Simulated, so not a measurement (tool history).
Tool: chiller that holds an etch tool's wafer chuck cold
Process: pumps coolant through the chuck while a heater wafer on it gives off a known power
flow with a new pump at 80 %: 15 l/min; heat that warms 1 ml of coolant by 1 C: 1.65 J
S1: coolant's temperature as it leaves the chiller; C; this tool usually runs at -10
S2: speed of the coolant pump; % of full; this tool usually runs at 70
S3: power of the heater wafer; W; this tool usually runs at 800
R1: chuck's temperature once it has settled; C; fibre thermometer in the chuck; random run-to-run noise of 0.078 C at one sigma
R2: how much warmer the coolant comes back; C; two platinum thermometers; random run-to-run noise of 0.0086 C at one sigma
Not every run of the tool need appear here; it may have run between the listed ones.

run    hour   S1  S2    S3      R1     R2
  1     0.0  -10  70   800   -2.63  2.215
  2    61.9  -10  70   800   -2.65  2.230
  3   102.5  -10  77   800   -3.22  2.012
  4   164.6  -10  70   800   -2.69  2.238
  5   204.7  -10  91   800   -3.95  1.703
  6   238.2  -10  91   800   -4.08  1.690
  7   311.0  -10  91   800   -4.19  1.709
  8   377.9  -10  86   800   -3.78  1.808
  9   433.9  -10  70   800   -2.65  2.225
 10   490.1  -10  70   800   -2.59  2.223
 11   570.7  -10  70   800   -2.66  2.216
 12   631.4  -10  70   800   -2.78  2.229
 13   669.9  -10  85   418   -6.59  0.955
 14   749.2  -10  85   418   -6.79  0.939
 15   809.1  -10  85   418   -6.80  0.972
 16   891.1  -10  85   418   -6.71  0.950
 17   967.5  -10  93  1000   -2.65  2.078
 18  1028.3  -10  93  1000   -2.71  2.077
 19  1090.7  -10  93  1000   -2.74  2.086
 20  1169.6  -14  90   959   -6.77  2.066
 21  1243.8  -10  70   499   -5.34  1.379
 22  1278.1  -20  70  1004  -10.73  2.801
 23  1340.0   -3  70   710    3.51  1.968

3 options for the next run, each taken on its own from the tool as it stands now. Forecast them:
  A  1398.6  -10  83   948   ?   ?
  B  1398.6   -5  85  1038   ?   ?
  C  1398.6   -6  63   854   ?   ?

run     R1     R2
  A  -2.48  2.221
  B   3.10  2.377
  C   2.56  2.647
Take away the tool's hidden state, keep each run's random variation, and the runs would have read:
run     R1     R2
  A  -2.50  2.218
  B   3.08  2.374
  C   2.54  2.643
